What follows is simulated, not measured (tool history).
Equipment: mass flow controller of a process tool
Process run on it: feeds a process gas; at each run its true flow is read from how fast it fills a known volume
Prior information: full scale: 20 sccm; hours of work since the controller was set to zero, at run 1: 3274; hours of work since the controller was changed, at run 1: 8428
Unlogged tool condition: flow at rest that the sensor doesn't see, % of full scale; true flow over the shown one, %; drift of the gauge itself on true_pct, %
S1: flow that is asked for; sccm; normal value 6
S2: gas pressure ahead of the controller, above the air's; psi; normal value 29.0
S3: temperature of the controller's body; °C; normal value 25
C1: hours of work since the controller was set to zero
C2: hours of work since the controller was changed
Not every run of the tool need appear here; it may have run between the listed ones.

{"run": 1, "hour": 0.0, "S1": 6, "S2": 29.0, "S3": 25, "C1": 3274, "C2": 8428, "true flow (%)": 100.75}
{"run": 2, "hour": 300.9, "S1": 8, "S2": 29.0, "S3": 25, "C1": 3450, "C2": 8604, "true flow (%)": 100.92}
{"run": 3, "hour": 647.7, "S1": 8, "S2": 29.0, "S3": 25, "C1": 3652, "C2": 8806, "true flow (%)": 100.95}
{"run": 4, "hour": 831.0, "S1": 6, "S2": 34.4, "S3": 25, "C1": 3759, "C2": 8913, "true flow (%)": 100.88}
{"run": 5, "hour": 1104.2, "S1": 7, "S2": 29.0, "S3": 25, "C1": 3919, "C2": 9073, "true flow (%)": 101.1}
{"run": 6, "hour": 1337.4, "S1": 7, "S2": 29.0, "S3": 25, "C1": 4055, "C2": 9209, "true flow (%)": 101.12}
{"run": 7, "hour": 1639.0, "S1": 2, "S2": 29.0, "S3": 25, "C1": 4231, "C2": 9385, "true flow (%)": 103.73}
{"run": 8, "hour": 1881.5, "S1": 2, "S2": 29.0, "S3": 25, "C1": 4373, "C2": 9527, "true flow (%)": 103.91}
{"run": 9, "hour": 2078.5, "S1": 10, "S2": 23.8, "S3": 32, "C1": 4488, "C2": 9642, "true flow (%)": 101.31}
{"run": 10, "hour": 2269.4, "S1": 18, "S2": 23.1, "S3": 22, "C1": 4599, "C2": 9753, "true flow (%)": 102.53}
{"run": 11, "hour": 2626.1, "S1": 2, "S2": 28.4, "S3": 37, "C1": 4807, "C2": 9962, "true flow (%)": 104.24}

Difference, measured minus no-hidden-state, one row per run. Run-to-run variation is common to both terms; the gauge's own scatter need not be:
run=1 true_flow_(%)=+2.96
run=2 true_flow_(%)=+2.75
run=3 true_flow_(%)=+2.84
run=4 true_flow_(%)=+3.24
run=5 true_flow_(%)=+3.13
run=6 true_flow_(%)=+3.20
run=7 true_flow_(%)=+6.54
run=8 true_flow_(%)=+6.70
run=9 true_flow_(%)=+3.01
run=10 true_flow_(%)=+2.61
run=11 true_flow_(%)=+7.28
